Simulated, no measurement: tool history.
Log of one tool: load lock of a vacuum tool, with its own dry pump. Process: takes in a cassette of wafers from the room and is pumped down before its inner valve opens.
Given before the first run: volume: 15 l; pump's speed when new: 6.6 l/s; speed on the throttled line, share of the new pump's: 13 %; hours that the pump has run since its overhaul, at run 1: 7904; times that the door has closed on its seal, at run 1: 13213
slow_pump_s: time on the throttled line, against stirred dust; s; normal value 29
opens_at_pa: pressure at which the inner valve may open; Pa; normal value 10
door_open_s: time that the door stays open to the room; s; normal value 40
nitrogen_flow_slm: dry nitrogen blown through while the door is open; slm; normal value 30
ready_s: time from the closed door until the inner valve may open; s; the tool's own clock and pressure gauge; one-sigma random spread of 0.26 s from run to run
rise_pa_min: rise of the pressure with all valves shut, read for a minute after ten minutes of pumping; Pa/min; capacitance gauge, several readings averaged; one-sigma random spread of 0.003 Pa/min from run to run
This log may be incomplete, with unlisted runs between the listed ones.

run    hour  slow_pump_s  opens_at_pa  door_open_s  nitrogen_flow_slm  hours that the pump has run since its overhaul  times that the door has closed on its seal  incoming humidity of the room's air, %  ready_s  rise_pa_min
  1       0           29           10           40                 30                                            7904                                       13213                                    44.4     48.8         0.14
  2   503.5           29           10           40                 30                                            8408                                       14290                                    46.2     48.8        0.161
  3   813.9           29           15           40                 30                                            8718                                       14955                                    45.8     48.1        0.157
  4  1203.1           29           10           80                 30                                            9108                                       15788                                      44       49        0.186
  5  1662.5           45           10           40                 30                                            9567                                       16771                                    45.3     62.7        0.191
  6    2142           45           10           40                 30                                           10046                                       17797                                    47.3     62.8        0.209
  7  2564.4           45           10           40                 30                                           10469                                       18701                                    43.6     63.2        0.223
  8  2794.1           45           10           40                 30                                           10698                                       19193                                    43.9     63.3        0.232
  9  3298.2           45           10           40                 30                                           11203                                       20271                                    42.8     63.5        0.247
 10  3853.1           42           10          125                  4                                           11758                                       21459                                    42.9     61.1        0.305
 11    4234           42           10          125                  8                                           12138                                       22274                                    45.1       61         0.31
 12  4559.5           29           10           40                  9                                           12464                                       22971                                    40.2     50.5        0.306
 13    5005           29           10           40                  9                                           12909                                       23924                                    46.7     51.1        0.319
 14  5493.7           29            7           40                  7                                           13398                                       24970                                    46.8     52.1        0.339
     5646.7  -- door's seal changed, seat wiped
 15  5887.3           46            7          179                 25                                           13790                                         515                                    45.2     66.7        0.038
 16  6212.5           29           10          123                 12                                           14115                                        1211                                    45.1     51.4        0.047
 17  6763.2           29           10           64                 12                                           14666                                        2390                                    44.8       51        0.035
       7062  -- dry pump taken out, an overhauled one fitted
 18  7300.9           29           10           64                 12                                             239                                        3528                                    47.7     46.2        0.048

The same runs without the tool's hidden state, with the same run-to-run variation:
What the log doesn't record here: pump's speed, % of a new pump's; leak at the door's seal, Pa l/s; drift of the gauge itself on ready_s, %; drift of the gauge itself on rise_pa_min, %.
run  ready_s  rise_pa_min
  1     46.5        0.014
  2     46.2        0.018
  3     45.6        0.008
  4     46.2        0.021
  5       60        0.016
  6     59.9        0.016
  7     60.2        0.018
  8     60.2        0.013
  9     60.2        0.015
 10     57.6        0.053
 11     57.3        0.043
 12     46.2        0.027
 13     46.7        0.026
 14     47.2        0.025
 15     62.2        0.032
 16     46.4        0.039
 17     45.8        0.021
 18     46.4        0.029

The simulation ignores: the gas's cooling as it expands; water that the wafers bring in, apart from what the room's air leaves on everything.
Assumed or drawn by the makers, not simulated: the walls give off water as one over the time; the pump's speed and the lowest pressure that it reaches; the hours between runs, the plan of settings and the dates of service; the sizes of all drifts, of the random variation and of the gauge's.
